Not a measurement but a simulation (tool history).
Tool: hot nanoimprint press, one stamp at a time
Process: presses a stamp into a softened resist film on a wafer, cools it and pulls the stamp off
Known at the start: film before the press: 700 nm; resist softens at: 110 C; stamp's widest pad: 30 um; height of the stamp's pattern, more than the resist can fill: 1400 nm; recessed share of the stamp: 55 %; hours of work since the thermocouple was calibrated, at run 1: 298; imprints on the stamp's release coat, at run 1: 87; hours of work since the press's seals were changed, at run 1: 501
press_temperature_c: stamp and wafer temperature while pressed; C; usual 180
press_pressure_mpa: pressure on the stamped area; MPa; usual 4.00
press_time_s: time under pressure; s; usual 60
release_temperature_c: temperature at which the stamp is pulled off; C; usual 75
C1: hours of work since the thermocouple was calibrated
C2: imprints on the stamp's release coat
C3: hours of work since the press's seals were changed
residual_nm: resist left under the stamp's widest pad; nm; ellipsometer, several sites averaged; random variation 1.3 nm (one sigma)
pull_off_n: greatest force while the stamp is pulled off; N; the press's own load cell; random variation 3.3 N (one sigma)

run 1 hour=0.0 | press_temperature_c=180 press_pressure_mpa=4.00 press_time_s=60 release_temperature_c=75 | C1=298 C2=87 C3=501 | residual_nm=311.5 pull_off_n=239
run 2 hour=10.8 | press_temperature_c=180 press_pressure_mpa=4.00 press_time_s=60 release_temperature_c=75 | C1=304 C2=137 C3=508 | residual_nm=310.4 pull_off_n=241
run 3 hour=22.2 | press_temperature_c=180 press_pressure_mpa=4.00 press_time_s=90 release_temperature_c=75 | C1=311 C2=190 C3=515 | residual_nm=269.6 pull_off_n=240
run 4 hour=33.7 | press_temperature_c=180 press_pressure_mpa=4.00 press_time_s=90 release_temperature_c=75 | C1=318 C2=243 C3=521 | residual_nm=268.6 pull_off_n=246
run 5 hour=54.4 | press_temperature_c=180 press_pressure_mpa=4.00 press_time_s=90 release_temperature_c=75 | C1=331 C2=339 C3=534 | residual_nm=269.1 pull_off_n=251
run 6 hour=70.0 | press_temperature_c=180 press_pressure_mpa=4.00 press_time_s=90 release_temperature_c=75 | C1=340 C2=411 C3=543 | residual_nm=267.8 pull_off_n=255
run 7 hour=84.2 | press_temperature_c=180 press_pressure_mpa=4.00 press_time_s=90 release_temperature_c=75 | C1=349 C2=477 C3=552 | residual_nm=268.7 pull_off_n=262
run 8 hour=102.2 | press_temperature_c=186 press_pressure_mpa=4.00 press_time_s=90 release_temperature_c=75 | C1=359 C2=560 C3=563 | residual_nm=198.5 pull_off_n=263
-- hour=120.3 stamp cleaned and given a new release coat
run 9 hour=127.2 | press_temperature_c=186 press_pressure_mpa=4.00 press_time_s=90 release_temperature_c=75 | C1=371 C2=32 C3=574 | residual_nm=197.8 pull_off_n=231
run 10 hour=140.2 | press_temperature_c=186 press_pressure_mpa=4.00 press_time_s=90 release_temperature_c=75 | C1=379 C2=92 C3=582 | residual_nm=199.6 pull_off_n=234
run 11 hour=165.2 | press_temperature_c=186 press_pressure_mpa=4.77 press_time_s=56 release_temperature_c=64 | C1=394 C2=208 C3=597 | residual_nm=219.5 pull_off_n=268
run 12 hour=181.9 | press_temperature_c=184 press_pressure_mpa=4.34 press_time_s=56 release_temperature_c=64 | C1=404 C2=285 C3=607 | residual_nm=254.2 pull_off_n=271
run 13 hour=201.1 | press_temperature_c=168 press_pressure_mpa=3.37 press_time_s=60 release_temperature_c=75 | C1=416 C2=374 C3=619 | residual_nm=554.5 pull_off_n=251
run 14 hour=214.4 | press_temperature_c=168 press_pressure_mpa=3.64 press_time_s=41 release_temperature_c=75 | C1=424 C2=436 C3=627 | residual_nm=578.8 pull_off_n=261
run 15 hour=226.3 | press_temperature_c=169 press_pressure_mpa=4.70 press_time_s=72 release_temperature_c=75 | C1=431 C2=491 C3=634 | residual_nm=471.2 pull_off_n=258
run 16 hour=239.1 | press_temperature_c=168 press_pressure_mpa=4.89 press_time_s=37 release_temperature_c=78 | C1=438 C2=550 C3=642 | residual_nm=553.7 pull_off_n=258
-- hour=259.4 stamp cleaned and given a new release coat
-- hour=266.6 plate thermocouple calibrated
run 17 hour=269.3 | press_temperature_c=172 press_pressure_mpa=4.89 press_time_s=37 release_temperature_c=78 | C1=2 C2=33 C3=655 | residual_nm=475.5 pull_off_n=229
run 18 hour=281.9 | press_temperature_c=177 press_pressure_mpa=5.53 press_time_s=37 release_temperature_c=78 | C1=9 C2=91 C3=662 | residual_nm=362.5 pull_off_n=233
run 19 hour=297.0 | press_temperature_c=177 press_pressure_mpa=5.53 press_time_s=37 release_temperature_c=78 | C1=18 C2=161 C3=671 | residual_nm=365.2 pull_off_n=234
run 20 hour=316.5 | press_temperature_c=180 press_pressure_mpa=2.42 press_time_s=35 release_temperature_c=75 | C1=30 C2=251 C3=683 | residual_nm=452.7 pull_off_n=241

4 ways to go on from here, each from the tool as it stands after run 20. What would each give?
-- hour=325.7 press's hydraulic seals changed and the load cell set to zero
run A hour=349.4 | press_temperature_c=184 press_pressure_mpa=2.42 press_time_s=35 release_temperature_c=75 | C1=45 C2=367 C3=14 | residual_nm=? pull_off_n=?
-- hour=325.7 press's hydraulic seals changed and the load cell set to zero
run B hour=349.4 | press_temperature_c=180 press_pressure_mpa=4.00 press_time_s=55 release_temperature_c=75 | C1=45 C2=367 C3=14 | residual_nm=? pull_off_n=?
-- hour=325.7 press's hydraulic seals changed and the load cell set to zero
run C hour=349.4 | press_temperature_c=181 press_pressure_mpa=2.42 press_time_s=117 release_temperature_c=68 | C1=45 C2=367 C3=14 | residual_nm=? pull_off_n=?
-- hour=325.7 press's hydraulic seals changed and the load cell set to zero
run D hour=349.4 | press_temperature_c=180 press_pressure_mpa=2.65 press_time_s=60 release_temperature_c=75 | C1=45 C2=367 C3=14 | residual_nm=? pull_off_n=?

run=A residual_nm=382.6 pull_off_n=253
run=B residual_nm=310.6 pull_off_n=254
run=C residual_nm=289.2 pull_off_n=267
run=D residual_nm=366.1 pull_off_n=252
Without the tool's hidden state the same runs would have given:
run=A residual_nm=377.8 pull_off_n=234
run=B residual_nm=305.9 pull_off_n=235
run=C residual_nm=284.8 pull_off_n=246
run=D residual_nm=361.0 pull_off_n=232
